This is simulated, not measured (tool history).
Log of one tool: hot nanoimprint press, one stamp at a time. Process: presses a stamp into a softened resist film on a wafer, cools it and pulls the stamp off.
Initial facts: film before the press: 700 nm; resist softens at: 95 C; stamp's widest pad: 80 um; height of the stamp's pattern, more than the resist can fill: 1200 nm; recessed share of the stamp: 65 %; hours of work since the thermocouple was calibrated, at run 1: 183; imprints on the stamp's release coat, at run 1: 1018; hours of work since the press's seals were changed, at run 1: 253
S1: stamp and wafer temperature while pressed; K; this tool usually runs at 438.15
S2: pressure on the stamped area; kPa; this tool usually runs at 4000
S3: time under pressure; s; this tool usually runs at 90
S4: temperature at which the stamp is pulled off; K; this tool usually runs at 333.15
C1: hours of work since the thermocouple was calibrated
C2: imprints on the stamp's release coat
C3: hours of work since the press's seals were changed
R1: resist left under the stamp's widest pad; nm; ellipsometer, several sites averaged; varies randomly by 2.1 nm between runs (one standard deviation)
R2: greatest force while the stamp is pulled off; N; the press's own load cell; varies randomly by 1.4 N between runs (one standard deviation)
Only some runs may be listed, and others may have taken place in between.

Run 1, hour 0: usual settings; C1 183; C2 1018; C3 253. Result: R1 351.7 nm, R2 156 N.
Run 2, hour 12.3: usual settings; C1 188; C2 1048; C3 258. Result: R1 352.1 nm, R2 158 N.
Run 3, hour 27.1: usual settings; C1 194; C2 1084; C3 264. Result: R1 351.6 nm, R2 156 N.
Run 4, hour 47.8: usual settings; C1 203; C2 1134; C3 273. Result: R1 352.8 nm, R2 156 N.
Run 5, hour 56.6: usual settings; C1 206; C2 1156; C3 277. Result: R1 350.9 nm, R2 159 N.
Run 6, hour 77.2: usual settings; C1 215; C2 1206; C3 285. Result: R1 352.4 nm, R2 155 N.
At hour 87.7: stamp cleaned and given a new release coat.
Run 7, hour 97.6: usual settings; C1 221; C2 25; C3 291. Result: R1 353.6 nm, R2 147 N.
Run 8, hour 116.5: usual settings; C1 229; C2 71; C3 299. Result: R1 354.4 nm, R2 145 N.
Run 9, hour 135.5: usual settings; C1 237; C2 117; C3 307. Result: R1 355.7 nm, R2 146 N.
Run 10, hour 150.2: usual settings but S3 88 s; C1 243; C2 153; C3 313. Result: R1 362.1 nm, R2 145 N.
Run 11, hour 166.3: usual settings but S3 88 s; C1 250; C2 192; C3 320. Result: R1 357.7 nm, R2 147 N.
Run 12, hour 180.5: usual settings but S4 340.15 K; C1 255; C2 227; C3 326. Result: R1 351.6 nm, R2 129 N.
Run 13, hour 200.8: usual settings but S4 340.15 K; C1 264; C2 277; C3 334. Result: R1 358.7 nm, R2 131 N.
Run 14, hour 212: usual settings but S4 340.15 K; C1 269; C2 304; C3 339. Result: R1 357.6 nm, R2 130 N.
Run 15, hour 233.2: usual settings but S4 336.15 K; C1 277; C2 356; C3 347. Result: R1 356.6 nm, R2 141 N.
Run 16, hour 242.1: usual settings but S2 2620 kPa, S3 151 s, S4 320.15 K; C1 281; C2 378; C3 351. Result: R1 352 nm, R2 179 N.
Run 17, hour 258.5: usual settings but S2 2620 kPa, S3 151 s, S4 320.15 K; C1 288; C2 418; C3 358. Result: R1 352.9 nm, R2 176 N.
At hour 274.1: plate thermocouple calibrated.
Run 18, hour 277.6: usual settings but S2 2620 kPa, S3 151 s, S4 320.15 K; C1 1; C2 457; C3 365. Result: R1 358.2 nm, R2 183 N.
Run 19, hour 291: usual settings but S2 5830 kPa, S3 53 s; C1 7; C2 490; C3 370. Result: R1 383 nm, R2 149 N.
Run 20, hour 306.4: usual settings but S1 436.15 K, S2 3870 kPa, S3 100 s, S4 334.15 K; C1 13; C2 527; C3 377. Result: R1 386.7 nm, R2 149 N.
Run 21, hour 320.2: usual settings but S1 439.15 K, S2 2520 kPa, S3 137 s, S4 325.15 K; C1 19; C2 561; C3 382. Result: R1 364.9 nm, R2 172 N.
Run 22, hour 330.6: usual settings but S1 439.15 K, S2 2520 kPa, S3 137 s, S4 325.15 K; C1 23; C2 587; C3 387. Result: R1 365.4 nm, R2 172 N.
Run 23, hour 344.4: usual settings but S1 439.15 K, S2 2520 kPa, S3 137 s, S4 325.15 K; C1 29; C2 620; C3 392. Result: R1 364.1 nm, R2 172 N.
Run 24, hour 356.2: usual settings but S1 439.15 K, S2 4070 kPa, S3 69 s, S4 339.15 K; C1 34; C2 649; C3 397. Result: R1 384.1 nm, R2 137 N.
Run 25, hour 366.4: usual settings but S1 436.15 K, S2 2410 kPa, S3 51 s, S4 338.15 K; C1 38; C2 674; C3 401. Result: R1 541.4 nm, R2 143 N.
Run 26, hour 378: usual settings but S1 442.15 K, S3 80 s; C1 43; C2 702; C3 406. Result: R1 325.9 nm, R2 154 N.
At hour 384.8: plate thermocouple calibrated, once more.
Run 27, hour 390.5: usual settings but S1 442.15 K, S3 80 s, S4 340.15 K; C1 2; C2 726; C3 410. Result: R1 297.8 nm, R2 131 N.
Run 28, hour 399: usual settings but S1 437.15 K, S2 4260 kPa, S3 135 s; C1 6; C2 746; C3 414. Result: R1 296.7 nm, R2 150 N.
Run 29, hour 411.7: usual settings but S1 437.15 K, S2 4260 kPa, S3 135 s; C1 11; C2 777; C3 419. Result: R1 300.8 nm, R2 150 N.
Run 30, hour 422.4: usual settings but S1 447.15 K, S2 4180 kPa, S3 67 s, S4 328.15 K; C1 16; C2 804; C3 423. Result: R1 256.1 nm, R2 163 N.

Results per run with the tool's hidden condition removed, run-to-run variation unchanged:
Hidden state at play: true temperature over the reading, C; pressure that arrives at the usual setting, %; grip of the stamp's worn release coat, % over a new coat's; drift of the gauge itself on residual_nm, %; drift of the gauge itself on pull_off_n, %.
run     R1   R2
  1  336.3  143
  2  336.3  145
  3  335.4  142
  4    336  142
  5  333.9  145
  6  334.7  140
  7  335.4  144
  8  335.5  142
  9  336.1  143
 10  341.9  141
 11  337.2  143
 12    331  125
 13    337  125
 14  335.6  125
 15  334.1  135
 16  330.3  171
 17  330.9  168
 18  329.1  173
 19  349.6  140
 20  354.1  140
 21  334.6  161
 22  334.7  161
 23  333.3  160
 24  350.7  126
 25  512.3  132
 26  295.3  142
 27  292.6  125
 28    291  142
 29  294.6  142
 30  250.6  154
